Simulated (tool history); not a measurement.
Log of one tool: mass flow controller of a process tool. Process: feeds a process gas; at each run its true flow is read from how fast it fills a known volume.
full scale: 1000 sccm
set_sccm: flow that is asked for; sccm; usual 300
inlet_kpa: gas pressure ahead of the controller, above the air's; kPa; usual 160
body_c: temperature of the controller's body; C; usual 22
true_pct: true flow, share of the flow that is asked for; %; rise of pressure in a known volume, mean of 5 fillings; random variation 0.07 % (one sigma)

| run | hour | set_sccm | inlet_kpa | body_c | true_pct |
|---|---|---|---|---|---|
| 1 | 0 | 300 | 160 | 22 | 97.95 |
| 2 | 91.9 | 300 | 160 | 22 | 97.87 |
| 3 | 217.3 | 300 | 160 | 22 | 97.92 |
| 4 | 294.7 | 300 | 160 | 39 | 98.91 |
| 5 | 364.6 | 300 | 160 | 30 | 98.32 |
| 6 | 456.8 | 300 | 160 | 22 | 97.82 |
| 7 | 566.7 | 300 | 160 | 25 | 97.97 |
| 8 | 690.1 | 300 | 160 | 25 | 97.93 |
| 9 | 814.3 | 300 | 172 | 22 | 97.84 |
| 10 | 900.6 | 300 | 172 | 22 | 97.74 |
| 11 | 995.7 | 300 | 172 | 22 | 97.76 |
| 12 | 1132.7 | 300 | 160 | 22 | 97.64 |
| 13 | 1229.8 | 300 | 160 | 22 | 97.67 |
| 14 | 1370.8 | 300 | 184 | 22 | 97.62 |
| 15 | 1494.3 | 300 | 238 | 22 | 97.62 |
| 16 | 1609.4 | 300 | 160 | 22 | 97.41 |
| 17 | 1725.3 | 141 | 160 | 22 | 96 |
| 18 | 1825 | 240 | 160 | 22 | 97.03 |
| 19 | 1897.8 | 240 | 160 | 22 | 97.12 |
| 20 | 2017.4 | 240 | 160 | 22 | 97.15 |
| 21 | 2126.2 | 240 | 160 | 22 | 96.88 |
| 22 | 2200.8 | 240 | 160 | 22 | 95.99 |
| 23 | 2268.6 | 240 | 160 | 29 | 96.25 |
| 24 | 2401.9 | 240 | 160 | 29 | 96.3 |
| 25 | 2516.6 | 129 | 211 | 25 | 93.62 |
| 26 | 2667.7 | 158 | 266 | 28 | 94.68 |
| 27 | 2774.3 | 158 | 248 | 21 | 94.17 |
| 28 | 2909.3 | 158 | 248 | 21 | 98.37 |
| 29 | 3045.4 | 161 | 261 | 28 | 98.69 |
| 30 | 3151.7 | 850 | 261 | 28 | 99.5 |
| 31 | 3291.7 | 656 | 180 | 27 | 99.13 |
| 32 | 3384.9 | 656 | 180 | 27 | 99.09 |
| 33 | 3457.2 | 143 | 267 | 27 | 98.43 |
| 34 | 3584.5 | 143 | 267 | 27 | 98.36 |
| 35 | 3695.2 | 161 | 205 | 21 | 97.87 |
| 36 | 3765.7 | 628 | 165 | 23 | 98.72 |
| 37 | 3908 | 186 | 200 | 38 | 99.17 |
| 38 | 4054.7 | 126 | 180 | 35 | 98.38 |
| 39 | 4155.5 | 669 | 180 | 32 | 99.35 |
| 40 | 4235.9 | 669 | 180 | 32 | 99.3 |
| 41 | 4305.9 | 669 | 180 | 32 | 99.34 |
| 42 | 4402.7 | 254 | 203 | 40 | 99.11 |
| 43 | 4475.4 | 254 | 203 | 40 | 99.13 |
| 44 | 4587.3 | 193 | 160 | 22 | 97.55 |
| 45 | 4733.5 | 193 | 160 | 22 | 97.64 |
| 46 | 4821.2 | 306 | 153 | 35 | 98.75 |
| 47 | 4933.4 | 208 | 200 | 29 | 98.12 |

Taken out of this log: 2 entries between the listed runs. Where each belongs, and how the hidden state differs across it:
Between runs 21 and 22: controller's zero set anew (hour 2139.8)
  flow at rest that the sensor doesn't see, % of full scale: -0.389 -> -0.659; true flow over the shown one, %: -0.49 -> -0.5
  measured less the result without the state, true_pct: -2.11 -> -3.25 %
Between runs 27 and 28: controller's zero set anew, once more (hour 2811.4)
  flow at rest that the sensor doesn't see, % of full scale: -0.693 -> -0.038; true flow over the shown one, %: -0.54 -> -0.56
  measured less the result without the state, true_pct: -4.92 -> -0.8 %
